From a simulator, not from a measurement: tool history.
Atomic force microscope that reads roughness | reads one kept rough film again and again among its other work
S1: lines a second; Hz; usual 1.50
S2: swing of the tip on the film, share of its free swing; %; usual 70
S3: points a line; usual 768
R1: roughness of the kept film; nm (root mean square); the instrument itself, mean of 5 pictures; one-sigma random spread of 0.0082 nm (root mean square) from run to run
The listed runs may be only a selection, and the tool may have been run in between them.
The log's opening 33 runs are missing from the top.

run   hour    S1  S2   S3     R1
 34  641.1  0.76  62  768  2.491
     653.8  -- new tip fitted
 35  659.3  0.76  62  305  2.598
 36  671.0  0.76  62  305  2.583
 37  696.8  0.76  62  305  2.569
 38  714.4  0.76  62  305  2.573
 39  738.9  0.76  57  295  2.554
 40  762.5  0.86  57  768  2.561
 41  788.4  0.86  57  768  2.545
 42  800.2  0.68  57  768  2.543

Predict each of these 3 candidate next runs independently; none follows another, all start after run 42:
  A  813.8  2.45  68  437   ?
  B  813.8  1.38  62  945   ?
  C  813.8  1.50  71  582   ?

run     R1
  A  2.366
  B  2.488
  C  2.415
With no hidden state in the tool, these same runs would have given:
run     R1
  A  2.436
  B  2.562
  C  2.486
